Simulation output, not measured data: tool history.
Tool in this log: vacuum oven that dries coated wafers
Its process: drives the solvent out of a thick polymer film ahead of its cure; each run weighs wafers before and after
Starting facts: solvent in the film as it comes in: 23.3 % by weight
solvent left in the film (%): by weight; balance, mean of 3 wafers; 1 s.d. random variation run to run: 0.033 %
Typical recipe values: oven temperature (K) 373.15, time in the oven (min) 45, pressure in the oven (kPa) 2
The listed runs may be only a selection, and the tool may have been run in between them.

{"run": 1, "hour": 0.0, "oven temperature (K)": 373.15, "time in the oven (min)": 45, "pressure in the oven (kPa)": 2, "solvent left in the film (%)": 5.1}
{"run": 2, "hour": 61.1, "oven temperature (K)": 373.15, "time in the oven (min)": 45, "pressure in the oven (kPa)": 2, "solvent left in the film (%)": 5.06}
{"run": 3, "hour": 130.0, "oven temperature (K)": 373.15, "time in the oven (min)": 45, "pressure in the oven (kPa)": 2, "solvent left in the film (%)": 5.09}
{"run": 4, "hour": 229.3, "oven temperature (K)": 373.15, "time in the oven (min)": 45, "pressure in the oven (kPa)": 2, "solvent left in the film (%)": 5.11}
{"run": 5, "hour": 277.2, "oven temperature (K)": 373.15, "time in the oven (min)": 45, "pressure in the oven (kPa)": 1.68, "solvent left in the film (%)": 5.08}
{"run": 6, "hour": 362.7, "oven temperature (K)": 373.15, "time in the oven (min)": 45, "pressure in the oven (kPa)": 1.68, "solvent left in the film (%)": 5.05}
{"run": 7, "hour": 469.0, "oven temperature (K)": 373.15, "time in the oven (min)": 45, "pressure in the oven (kPa)": 1.68, "solvent left in the film (%)": 5.01}
{"run": 8, "hour": 538.5, "oven temperature (K)": 373.15, "time in the oven (min)": 45, "pressure in the oven (kPa)": 3.68, "solvent left in the film (%)": 5.37}
{"run": 9, "hour": 596.8, "oven temperature (K)": 375.15, "time in the oven (min)": 45, "pressure in the oven (kPa)": 1.73, "solvent left in the film (%)": 4.51}
{"run": 10, "hour": 659.3, "oven temperature (K)": 360.15, "time in the oven (min)": 24, "pressure in the oven (kPa)": 1.73, "solvent left in the film (%)": 12.56}
{"run": 11, "hour": 726.9, "oven temperature (K)": 370.15, "time in the oven (min)": 35, "pressure in the oven (kPa)": 4.79, "solvent left in the film (%)": 8.08}
{"run": 12, "hour": 811.4, "oven temperature (K)": 367.15, "time in the oven (min)": 41, "pressure in the oven (kPa)": 2.75, "solvent left in the film (%)": 7.52}
{"run": 13, "hour": 881.7, "oven temperature (K)": 367.15, "time in the oven (min)": 41, "pressure in the oven (kPa)": 2.75, "solvent left in the film (%)": 7.49}
{"hour": 909.8, "done": "oven's thermocouples calibrated"}
{"run": 14, "hour": 964.2, "oven temperature (K)": 367.15, "time in the oven (min)": 41, "pressure in the oven (kPa)": 2.75, "solvent left in the film (%)": 7.59}
{"run": 15, "hour": 1016.2, "oven temperature (K)": 373.15, "time in the oven (min)": 38, "pressure in the oven (kPa)": 4.29, "solvent left in the film (%)": 6.55}

3 options for the next run, each taken on its own from the tool as it stands now. Forecast them:
{"run": "A", "hour": 1085.2, "oven temperature (K)": 373.15, "time in the oven (min)": 23, "pressure in the oven (kPa)": 6.25, "solvent left in the film (%)": "?"}
{"run": "B", "hour": 1085.2, "oven temperature (K)": 373.15, "time in the oven (min)": 38, "pressure in the oven (kPa)": 3.36, "solvent left in the film (%)": "?"}
{"run": "C", "hour": 1085.2, "oven temperature (K)": 373.15, "time in the oven (min)": 45, "pressure in the oven (kPa)": 3.76, "solvent left in the film (%)": "?"}

run=A solvent_left_in_the_film_(%)=10.18
run=B solvent_left_in_the_film_(%)=6.45
run=C solvent_left_in_the_film_(%)=5.38
With no hidden state in the tool, these same runs would have given:
run=A solvent_left_in_the_film_(%)=10.17
run=B solvent_left_in_the_film_(%)=6.44
run=C solvent_left_in_the_film_(%)=5.36
